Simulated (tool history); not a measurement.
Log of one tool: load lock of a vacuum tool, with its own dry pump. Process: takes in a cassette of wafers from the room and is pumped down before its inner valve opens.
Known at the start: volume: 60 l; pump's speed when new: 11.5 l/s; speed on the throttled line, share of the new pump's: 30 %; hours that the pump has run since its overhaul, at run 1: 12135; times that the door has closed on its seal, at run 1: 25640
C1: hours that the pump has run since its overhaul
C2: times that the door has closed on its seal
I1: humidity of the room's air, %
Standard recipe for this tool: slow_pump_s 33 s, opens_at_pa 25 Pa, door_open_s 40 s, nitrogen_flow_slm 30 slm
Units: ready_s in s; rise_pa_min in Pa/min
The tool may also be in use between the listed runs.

Run 1, hour 0: usual settings; C1 12135; C2 25640; I1 46.1. Result: ready_s 66.7 s, rise_pa_min 0.023 Pa/min.
Run 2, hour 269.6: usual settings; C1 12405; C2 26349; I1 44.5. Result: ready_s 67.1 s, rise_pa_min 0.024 Pa/min.
Run 3, hour 565.2: usual settings; C1 12700; C2 27126; I1 46.4. Result: ready_s 66.4 s, rise_pa_min 0.028 Pa/min.
Run 4, hour 800.9: usual settings; C1 12936; C2 27745; I1 44.8. Result: ready_s 67 s, rise_pa_min 0.026 Pa/min.
Run 5, hour 1079.3: usual settings; C1 13214; C2 28477; I1 44.1. Result: ready_s 66.1 s, rise_pa_min 0.024 Pa/min.
Run 6, hour 1490.9: usual settings; C1 13626; C2 29559; I1 41.9. Result: ready_s 67 s, rise_pa_min 0.024 Pa/min.
At hour 1845.3: dry pump taken out, an overhauled one fitted.
Run 7, hour 1895.5: usual settings; C1 50; C2 30606; I1 45.3. Result: ready_s 66.7 s, rise_pa_min 0.028 Pa/min.
Run 8, hour 2103.9: usual settings; C1 259; C2 31154; I1 46.2. Result: ready_s 66.5 s, rise_pa_min 0.03 Pa/min.
Run 9, hour 2312.6: usual settings; C1 467; C2 31703; I1 44.1. Result: ready_s 66.8 s, rise_pa_min 0.024 Pa/min.
At hour 2481.7: door's seal changed, seat wiped.
Run 10, hour 2572.5: usual settings; C1 726; C2 239; I1 43.7. Result: ready_s 68 s, rise_pa_min 0.024 Pa/min.
Run 11, hour 2891.7: usual settings; C1 1045; C2 1078; I1 47.1. Result: ready_s 66.3 s, rise_pa_min 0.024 Pa/min.
Run 12, hour 3096.1: usual settings but nitrogen_flow_slm 37 slm; C1 1249; C2 1615; I1 47.7. Result: ready_s 67 s, rise_pa_min 0.026 Pa/min.
Run 13, hour 3523: usual settings but nitrogen_flow_slm 37 slm; C1 1676; C2 2737; I1 41. Result: ready_s 67.1 s, rise_pa_min 0.027 Pa/min.
Run 14, hour 3709.3: usual settings but nitrogen_flow_slm 37 slm; C1 1863; C2 3227; I1 45. Result: ready_s 66.9 s, rise_pa_min 0.028 Pa/min.
Run 15, hour 3958.1: usual settings but nitrogen_flow_slm 37 slm; C1 2111; C2 3881; I1 45.5. Result: ready_s 66.2 s, rise_pa_min 0.022 Pa/min.
Run 16, hour 4193.6: usual settings but opens_at_pa 43 Pa, nitrogen_flow_slm 37 slm; C1 2347; C2 4500; I1 43.7. Result: ready_s 64.7 s, rise_pa_min 0.02 Pa/min.
Run 17, hour 4470: usual settings but opens_at_pa 43 Pa, nitrogen_flow_slm 37 slm; C1 2623; C2 5226; I1 42.9. Result: ready_s 64 s, rise_pa_min 0.024 Pa/min.
Run 18, hour 4744.2: usual settings but door_open_s 88 s, nitrogen_flow_slm 10 slm; C1 2897; C2 5947; I1 46.1. Result: ready_s 66.4 s, rise_pa_min 0.047 Pa/min.
Run 19, hour 4970.8: usual settings but opens_at_pa 37 Pa, door_open_s 26 s; C1 3124; C2 6542; I1 46.1. Result: ready_s 64.8 s, rise_pa_min 0.021 Pa/min.
Run 20, hour 5269.3: usual settings but slow_pump_s 52 s, door_open_s 120 s, nitrogen_flow_slm 22 slm; C1 3423; C2 7327; I1 44.1. Result: ready_s 79.7 s, rise_pa_min 0.044 Pa/min.
Run 21, hour 5517.1: usual settings but slow_pump_s 52 s, door_open_s 48 s, nitrogen_flow_slm 22 slm; C1 3670; C2 7978; I1 46.8. Result: ready_s 79.8 s, rise_pa_min 0.035 Pa/min.
Run 22, hour 5918.3: usual settings but slow_pump_s 30 s, nitrogen_flow_slm 6 slm; C1 4072; C2 9033; I1 43.4. Result: ready_s 64.3 s, rise_pa_min 0.038 Pa/min.
Run 23, hour 6140.7: usual settings but opens_at_pa 37 Pa, nitrogen_flow_slm 21 slm; C1 4294; C2 9617; I1 46.2. Result: ready_s 64.7 s, rise_pa_min 0.033 Pa/min.
Run 24, hour 6425.3: usual settings but slow_pump_s 46 s, opens_at_pa 45 Pa, door_open_s 33 s, nitrogen_flow_slm 44 slm; C1 4578; C2 10366; I1 46.3. Result: ready_s 73.3 s, rise_pa_min 0.02 Pa/min.
Run 25, hour 6684.4: usual settings but slow_pump_s 46 s, opens_at_pa 20 Pa, door_open_s 55 s, nitrogen_flow_slm 7 slm; C1 4838; C2 11047; I1 46.6. Result: ready_s 77.3 s, rise_pa_min 0.043 Pa/min.
Run 26, hour 6926.9: usual settings but slow_pump_s 18 s, opens_at_pa 20 Pa, door_open_s 55 s, nitrogen_flow_slm 7 slm; C1 5080; C2 11684; I1 44.4. Result: ready_s 57.9 s, rise_pa_min 0.038 Pa/min.
Run 27, hour 7177.6: usual settings but slow_pump_s 18 s, opens_at_pa 20 Pa, door_open_s 55 s, nitrogen_flow_slm 7 slm; C1 5331; C2 12343; I1 45.9. Result: ready_s 56.8 s, rise_pa_min 0.047 Pa/min.
Run 28, hour 7482.4: usual settings but slow_pump_s 25 s, nitrogen_flow_slm 8 slm; C1 5636; C2 13144; I1 42.9. Result: ready_s 61.3 s, rise_pa_min 0.04 Pa/min.
Run 29, hour 7849.5: usual settings but slow_pump_s 32 s, opens_at_pa 27 Pa, door_open_s 72 s; C1 6003; C2 14109; I1 45.5. Result: ready_s 65.3 s, rise_pa_min 0.031 Pa/min.

Across each entry between runs, compare the hidden state at the last listed run before it with the hidden state at the first listed run after it:
Run 6 -> run 7: dry pump taken out, an overhauled one fitted (hour 1845.3)
  pump's speed, % of a new pump's: 99.8 -> 100; leak at the door's seal, Pa l/s: 0.004 -> 0.0041
Run 9 -> run 10: door's seal changed, seat wiped (hour 2481.7)
  leak at the door's seal, Pa l/s: 0.0043 -> 0.002
